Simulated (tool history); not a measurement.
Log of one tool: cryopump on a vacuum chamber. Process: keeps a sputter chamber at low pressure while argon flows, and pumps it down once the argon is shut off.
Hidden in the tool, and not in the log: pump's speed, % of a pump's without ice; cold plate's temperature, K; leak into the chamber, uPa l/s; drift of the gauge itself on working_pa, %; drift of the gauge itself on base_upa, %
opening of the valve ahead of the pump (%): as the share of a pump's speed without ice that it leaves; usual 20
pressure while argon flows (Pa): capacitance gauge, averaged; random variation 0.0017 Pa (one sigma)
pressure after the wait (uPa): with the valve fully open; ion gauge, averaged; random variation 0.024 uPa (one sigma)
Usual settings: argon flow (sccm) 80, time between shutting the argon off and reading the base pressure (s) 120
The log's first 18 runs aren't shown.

run	day	argon flow (sccm)	time between shutting the argon off and reading the base pressure (s)	opening of the valve ahead of the pump (%)	hours of work since the pump was warmed up and emptied	hours of work since the cold head was overhauled	hours of work since the chamber's fittings were tightened	pressure while argon flows (Pa)	pressure after the wait (uPa)
19	45.492	80	120	20	146	1782	2024	0.4064	2.37
20	47.125	80	120	20	174	1809	2051	0.4088	2.48
21	48.9	80	120	20	203	1838	2081	0.4107	2.44
22	50.538	80	120	20	230	1866	2108	0.412	2.54
23	52.842	80	120	20	269	1904	2146	0.4097	2.52
24	54.342	80	268	33	293	1929	2171	0.2542	2.14
25	57.888	80	268	33	352	1988	2230	0.2568	2.18
26	60.508	73	37	19	396	2031	2274	0.3983	4.35
27	63.721	73	37	19	449	2085	2327	0.3964	4.37
28	65.396	73	37	19	477	2113	2355	0.398	4.47
29	68.838	73	37	19	534	2170	2412	0.4032	4.48
30	71.796	80	216	20	584	2219	2461	0.42	2.55
31	73.9	33	128	17	618	2254	2496	0.2033	2.92
32	75.892	60	128	19	652	2287	2529	0.3323	3.04
33	79.342	44	26	37	709	2344	2586	0.13	5.51
34	82.896	44	52	37	768	2403	2645	0.1312	4.17

Forecast each of these 3 alternatives for the next run:
# day 85.646: pump warmed up, emptied and cooled again
A	85.896	39	52	51	4	2450	2692	?	?
# day 85.646: pump warmed up, emptied and cooled again
B	85.896	49	37	20	4	2450	2692	?	?
# day 85.646: pump warmed up, emptied and cooled again
C	85.896	153	72	30	4	2450	2692	?	?

run	pressure while argon flows (Pa)	pressure after the wait (uPa)
A	0.0778	3.61
B	0.2484	4.4
C	0.52	3.24
Without the tool's hidden state the same runs would have given:
run	pressure while argon flows (Pa)	pressure after the wait (uPa)
A	0.0768	1.8
B	0.2471	2.55
C	0.516	1.39
